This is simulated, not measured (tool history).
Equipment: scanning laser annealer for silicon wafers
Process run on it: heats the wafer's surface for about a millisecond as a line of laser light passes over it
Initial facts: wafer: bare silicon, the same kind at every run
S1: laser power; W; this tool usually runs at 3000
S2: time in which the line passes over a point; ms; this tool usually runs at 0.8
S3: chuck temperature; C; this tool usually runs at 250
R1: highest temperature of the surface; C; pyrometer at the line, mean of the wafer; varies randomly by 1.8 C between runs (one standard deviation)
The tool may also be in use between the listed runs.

{"run": 1, "hour": 0.0, "S1": 3000, "S2": 0.8, "S3": 250, "R1": 962}
{"run": 2, "hour": 59.3, "S1": 3000, "S2": 0.8, "S3": 250, "R1": 959}
{"run": 3, "hour": 104.8, "S1": 3000, "S2": 0.688, "S3": 250, "R1": 904}
{"run": 4, "hour": 163.6, "S1": 3000, "S2": 0.688, "S3": 250, "R1": 904}
{"hour": 169.9, "done": "window over the wafer cleaned"}
{"run": 5, "hour": 210.4, "S1": 3000, "S2": 0.688, "S3": 250, "R1": 908}
{"run": 6, "hour": 243.0, "S1": 3000, "S2": 0.688, "S3": 250, "R1": 905}
{"run": 7, "hour": 279.4, "S1": 3000, "S2": 0.688, "S3": 250, "R1": 907}
{"run": 8, "hour": 311.4, "S1": 3000, "S2": 0.688, "S3": 250, "R1": 908}
{"run": 9, "hour": 349.0, "S1": 3000, "S2": 0.8, "S3": 250, "R1": 968}
{"run": 10, "hour": 393.6, "S1": 3000, "S2": 0.8, "S3": 250, "R1": 967}
{"run": 11, "hour": 458.6, "S1": 3000, "S2": 0.8, "S3": 250, "R1": 964}
{"run": 12, "hour": 517.0, "S1": 3000, "S2": 0.859, "S3": 250, "R1": 994}
{"run": 13, "hour": 557.3, "S1": 3000, "S2": 0.859, "S3": 250, "R1": 998}
{"run": 14, "hour": 620.7, "S1": 3000, "S2": 0.859, "S3": 250, "R1": 991}
{"run": 15, "hour": 661.1, "S1": 3000, "S2": 0.8, "S3": 239, "R1": 954}
{"run": 16, "hour": 723.4, "S1": 3000, "S2": 0.579, "S3": 239, "R1": 835}
{"run": 17, "hour": 788.1, "S1": 3000, "S2": 0.579, "S3": 239, "R1": 833}
{"hour": 818.5, "done": "optics aligned, line set to its width"}
{"run": 18, "hour": 850.7, "S1": 3000, "S2": 0.999, "S3": 257, "R1": 1069}
{"run": 19, "hour": 917.1, "S1": 3000, "S2": 0.833, "S3": 262, "R1": 994}

Predict the results of run 20:
{"run": 20, "hour": 969.3, "S1": 3000, "S2": 0.833, "S3": 262, "R1": "?"}

Run 20 came out at R1 991 C.
With the hidden condition absent and the run-to-run variation left alone, this run would have shown R1 992 C.
